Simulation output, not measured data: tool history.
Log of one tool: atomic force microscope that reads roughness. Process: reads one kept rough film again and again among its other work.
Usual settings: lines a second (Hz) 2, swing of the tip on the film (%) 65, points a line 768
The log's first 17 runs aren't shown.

run   hour  lines a second (Hz)  swing of the tip on the film (%)  points a line  pictures with this tip  hours of work since the height scale was calibrated  roughness of the kept film (nm (root mean square))
 18  325.3                 0.72                                68            768                     173                                                  439                                                1.62
 19  341.3                    2                                57            712                     187                                                  446                                               1.596
     362.6  -- new tip fitted
 20  365.9                    2                                57            712                       2                                                  458                                                1.79
 21  379.7                    2                                65            277                      15                                                  465                                               1.705
 22  400.2                 2.29                                69            794                      33                                                  474                                               1.677
 23  424.6                 2.29                                69            794                      54                                                  486                                               1.658
 24  451.7                 2.58                                65            267                      78                                                  499                                                1.61
 25  465.6                 3.68                                62            559                      91                                                  506                                               1.598
 26    490                 3.68                                62            559                     112                                                  518                                               1.586
 27  508.5                 2.16                                64            367                     129                                                  527                                                1.59
 28  531.7                    2                                65            902                     149                                                  538                                               1.588
 29  556.9                    2                                65            902                     172                                                  550                                               1.571
 30  578.2                    2                                65            902                     191                                                  560                                                1.54

4 ways to go on from here, each from the tool as it stands after run 30. What would each give?
  A  591.1                 0.75                                65            277                     202                                                  566                                                   ?
  B  591.1                    2                                65            672                     202                                                  566                                                   ?
  C  591.1                    2                                77            768                     202                                                  566                                                   ?
  D  591.1                 2.07                                65            768                     202                                                  566                                                   ?

run  roughness of the kept film (nm (root mean square))
  A                                               1.574
  B                                               1.534
  C                                                1.46
  D                                               1.519
Without the tool's hidden state the same runs would have given:
run  roughness of the kept film (nm (root mean square))
  A                                               1.805
  B                                                1.76
  C                                               1.674
  D                                               1.743
